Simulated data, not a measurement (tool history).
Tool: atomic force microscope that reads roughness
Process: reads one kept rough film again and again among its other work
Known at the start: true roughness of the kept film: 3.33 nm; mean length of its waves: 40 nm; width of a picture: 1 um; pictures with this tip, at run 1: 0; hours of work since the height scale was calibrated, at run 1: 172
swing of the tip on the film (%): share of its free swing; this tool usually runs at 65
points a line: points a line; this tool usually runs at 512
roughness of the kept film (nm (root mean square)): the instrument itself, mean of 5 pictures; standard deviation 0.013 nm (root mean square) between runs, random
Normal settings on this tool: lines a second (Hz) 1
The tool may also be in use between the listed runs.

run,hour,lines a second (Hz),swing of the tip on the film (%),points a line,pictures with this tip,hours of work since the height scale was calibrated,roughness of the kept film (nm (root mean square))
1,0,1,65,512,0,172,3.079
2,16.1,1,65,696,13,180,3.059
3,27.1,3.14,65,696,22,185,2.842
4,46.3,3.14,65,696,38,194,2.824
5,60.8,1,65,512,50,201,3.001
6,72.6,1,65,512,59,207,2.981
7,95.8,1,65,512,78,218,2.93
8,108.5,1,65,512,89,224,2.921
9,131.2,1,65,287,107,235,2.891
10,150.5,1,65,287,123,244,2.851
11,163,1,65,512,134,250,2.843
12,177.8,3.65,89,283,146,257,2.022
# hour 181.1: height scale calibrated on a step standard
13,194.7,3.59,59,599,159,6,2.664
14,210.9,3.59,59,599,172,14,2.656
15,228.2,3.64,73,512,186,23,2.399
16,240.9,3.64,73,512,197,29,2.352
17,266.5,3.64,73,512,218,41,2.348
# hour 276.6: height scale calibrated on a step standard, once more
# hour 281.8: new tip fitted
18,291,2.32,75,512,8,7,2.762
19,314.4,2.32,75,512,27,18,2.762
20,335.4,3.59,75,512,44,28,2.532
21,350.4,3.43,83,274,57,35,2.343
22,363,3.43,83,274,67,41,2.312

What if the next run were any one of these 3? Each begins from the tool's condition after run 22:
A,380.3,3.43,64,274,81,49,?
B,380.3,1.09,65,906,81,49,?
C,380.3,3.01,70,912,81,49,?

run,roughness of the kept film (nm (root mean square))
A,2.712
B,2.931
C,2.676
What these runs would have given with no unlogged condition in the tool:
run,roughness of the kept film (nm (root mean square))
A,2.85
B,3.081
C,2.813

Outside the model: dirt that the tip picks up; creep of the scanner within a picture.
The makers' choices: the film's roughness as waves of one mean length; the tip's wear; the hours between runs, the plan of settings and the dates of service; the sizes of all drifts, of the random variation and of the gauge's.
